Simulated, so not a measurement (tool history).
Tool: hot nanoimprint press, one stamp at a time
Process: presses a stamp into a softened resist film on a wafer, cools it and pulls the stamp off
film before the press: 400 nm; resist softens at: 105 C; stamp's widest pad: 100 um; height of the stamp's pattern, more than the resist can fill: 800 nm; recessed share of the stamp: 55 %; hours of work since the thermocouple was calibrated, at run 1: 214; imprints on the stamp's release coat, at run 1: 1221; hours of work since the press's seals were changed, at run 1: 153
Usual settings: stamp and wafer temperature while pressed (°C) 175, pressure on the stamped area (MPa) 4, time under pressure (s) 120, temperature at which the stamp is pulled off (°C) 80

run    hour  stamp and wafer temperature while pressed (°C)  pressure on the stamped area (MPa)  time under pressure (s)  temperature at which the stamp is pulled off (°C)  hours of work since the thermocouple was calibrated  imprints on the stamp's release coat  hours of work since the press's seals were changed  resist left under the stamp's widest pad (nm)  greatest force while the stamp is pulled off (N)
  1       0                                             175                                   4                      120                                                 80                                                  214                                  1221                                                 153                                            178                                               213
  2    59.6                                             175                                   4                      120                                                 80                                                  260                                  1486                                                 199                                          177.1                                               205
       81.1  -- plate thermocouple calibrated
      116.2  -- stamp cleaned and given a new release coat
  3     117                                             175                                5.34                      120                                                 80                                                   23                                     3                                                 237                                          156.9                                               213
  4   171.7                                             175                                5.34                      120                                                 80                                                   66                                   246                                                 279                                            157                                               214
  5   208.4                                             175                                   4                      120                                                 80                                                   94                                   408                                                 308                                          177.7                                               215
  6   265.3                                             175                                   4                      120                                                 80                                                  138                                   661                                                 352                                          177.2                                               204
  7     294                                             175                                   4                      120                                                 80                                                  160                                   788                                                 374                                          177.7                                               210
  8   346.8                                             175                                   4                      120                                                 80                                                  201                                  1022                                                 415                                          177.7                                               214
  9     389                                             175                                   4                      120                                                 80                                                  234                                  1209                                                 448                                          178.4                                               213
      444.3  -- plate thermocouple calibrated
 10   451.3                                             175                                   4                       76                                                 80                                                    5                                  1472                                                 494                                          210.9                                               201
 11   490.1                                             175                                   4                       76                                                 80                                                   35                                  1644                                                 524                                          210.5                                               203
      508.7  -- stamp cleaned and given a new release coat
 12   532.2                                             175                                   4                       76                                                 80                                                   63                                   105                                                 552                                          209.8                                               210
 13     591                                             175                                   4                       76                                                 80                                                  109                                   365                                                 597                                          210.7                                               206
 14   625.1                                             175                                   4                       76                                                 80                                                  135                                   516                                                 624                                          210.8                                               210
 15   667.2                                             175                                   4                      120                                                 80                                                  168                                   703                                                 656                                          177.5                                               202
 16   722.3                                             175                                   4                      120                                                 80                                                  211                                   947                                                 699                                          177.4                                               205
 17   747.3                                             166                                 2.7                       74                                                 78                                                  230                                  1058                                                 718                                          297.6                                               214
 18   792.9                                             175                                   4                      163                                                 80                                                  266                                  1260                                                 754                                          156.7                                               207
      806.4  -- plate thermocouple calibrated
 19   853.4                                             181                                   4                       85                                                 75                                                   36                                  1515                                                 798                                          171.6                                               227
      902.1  -- stamp cleaned and given a new release coat
 20   907.1                                             181                                   4                       99                                                 74                                                   73                                    21                                                 835                                          160.4                                               220
 21   948.7                                             175                                   4                      112                                                 72                                                  106                                   206                                                 868                                          183.1                                               231
 22   977.6                                             165                                   4                      112                                                 72                                                  128                                   334                                                 890                                          244.6                                               227
 23  1031.5                                             175                                5.54                      112                                                 84                                                  170                                   573                                                 932                                          158.7                                               194
     1087.4  -- press's hydraulic seals changed and the load cell set to zero
 24  1090.2                                             173                                3.81                       69                                                 65                                                  209                                   798                                                   2                                          234.2                                               249
 25  1145.5                                             175                                2.71                      167                                                 80                                                  252                                  1043                                                  45                                            184                                               211
     1175.1  -- plate thermocouple calibrated
 26  1181.1                                             175                                2.71                      167                                                 80                                                    5                                  1188                                                  70                                            183                                               216
 27  1225.4                                             175                                4.15                      120                                                 83                                                   39                                  1384                                                 105                                          174.5                                               198
 28  1252.1                                             175                                4.44                      149                                                 83                                                   60                                  1502                                                 125                                          154.9                                               205
 29  1286.5                                             175                                3.66                      104                                                 87                                                   86                                  1655                                                 152                                          193.7                                               196
     1302.8  -- stamp cleaned and given a new release coat
 30  1333.7                                             175                                5.76                      104                                                 75                                                  118                                   137                                                 184                                            161                                               227
 31  1381.6                                             175                                4.88                      104                                                 75                                                  155                                   349                                                 221                                          173.4                                               216

Forecast each of these 3 alternatives for the next run:
  A  1432.4                                             183                                2.68                      104                                                 85                                                  195                                   575                                                 260                                              ?                                                 ?
  B  1432.4                                             175                                4.88                       81                                                 69                                                  195                                   575                                                 260                                              ?                                                 ?
  C  1432.4                                             175                                3.88                      104                                                 69                                                  195                                   575                                                 260                                              ?                                                 ?

run  resist left under the stamp's widest pad (nm)  greatest force while the stamp is pulled off (N)
  A                                          176.8                                               191
  B                                          191.1                                               240
  C                                          190.4                                               237
Without the tool's hidden state the same runs would have given:
run  resist left under the stamp's widest pad (nm)  greatest force while the stamp is pulled off (N)
  A                                          176.7                                               190
  B                                            191                                               239
  C                                          190.3                                               236
